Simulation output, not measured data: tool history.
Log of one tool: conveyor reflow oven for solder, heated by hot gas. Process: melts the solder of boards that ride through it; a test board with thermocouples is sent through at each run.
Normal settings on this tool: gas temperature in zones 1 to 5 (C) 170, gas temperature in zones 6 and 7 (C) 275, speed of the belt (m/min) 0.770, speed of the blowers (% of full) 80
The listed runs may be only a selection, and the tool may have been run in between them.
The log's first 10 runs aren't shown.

run	day	gas temperature in zones 1 to 5 (C)	gas temperature in zones 6 and 7 (C)	speed of the belt (m/min)	speed of the blowers (% of full)	hours of work since the flux was cleaned out	hours of work since the belt drive was overhauled	hours of work since the thermocouples were changed	highest temperature of the board (C)	time above the solder's melting point (s)
11	18.092	170	266	0.770	80	78	886	262	252.6	46.9
12	19.854	170	266	0.770	80	101	910	286	252.7	46.4
13	22.242	170	266	0.770	80	134	942	318	252.8	46.5
14	24.592	170	275	0.770	80	165	974	350	261.3	50.7
15	26.279	170	283	0.770	80	188	997	372	268.5	53.5
16	27.421	170	283	0.770	80	203	1012	388	268.0	53.3
17	28.525	185	283	0.655	78	218	1027	403	274.3	69.4
18	30.933	185	283	0.655	78	251	1059	435	273.3	69.6
19	32.733	185	283	0.655	78	275	1083	459	273.7	69.8
# day 34.117: flux residue cleaned out of gas plates and filters
20	35.196	185	287	0.655	71	15	1114	490	276.1	70.2
21	37.412	185	287	0.655	71	44	1144	520	276.2	70.4
22	39.171	185	287	0.655	71	68	1167	543	276.2	70.4
23	40.433	185	287	0.655	71	85	1184	560	275.7	70.3
24	41.896	179	278	0.770	80	105	1204	580	264.8	54.2
25	43.667	170	275	0.740	56	129	1228	604	254.8	48.0
26	45.092	176	288	0.859	85	148	1247	623	270.9	49.6
# day 46.867: thermocouples of zones 6 and 7 changed
27	47.154	176	290	0.859	52	175	1274	4	259.9	44.4
28	48.392	171	280	0.819	50	191	1291	21	252.1	41.2
29	50.012	170	275	0.657	80	213	1312	42	265.0	61.7
# day 51.212: belt drive overhauled, speed set with a stopwatch
30	52.079	173	275	0.847	89	239	12	68	260.5	45.9

What if the next run were any one of these 5? Each begins from the tool's condition after run 30:
A	53.804	174	275	0.770	56	262	35	91	?	?
B	53.804	170	277	0.840	70	262	35	91	?	?
C	53.804	162	272	0.801	89	262	35	91	?	?
D	53.804	173	276	0.847	69	262	35	91	?	?
E	53.804	173	288	0.826	66	262	35	91	?	?

run	highest temperature of the board (C)	time above the solder's melting point (s)
A	254.1	46.8
B	256.6	43.7
C	258.1	45.3
D	256.4	43.5
E	265.6	49.1
With the hidden condition removed and each run's random variation left untouched, the same runs would have given:
run	highest temperature of the board (C)	time above the solder's melting point (s)
A	254.2	46.9
B	256.8	43.8
C	258.2	45.4
D	256.5	43.6
E	265.7	49.2

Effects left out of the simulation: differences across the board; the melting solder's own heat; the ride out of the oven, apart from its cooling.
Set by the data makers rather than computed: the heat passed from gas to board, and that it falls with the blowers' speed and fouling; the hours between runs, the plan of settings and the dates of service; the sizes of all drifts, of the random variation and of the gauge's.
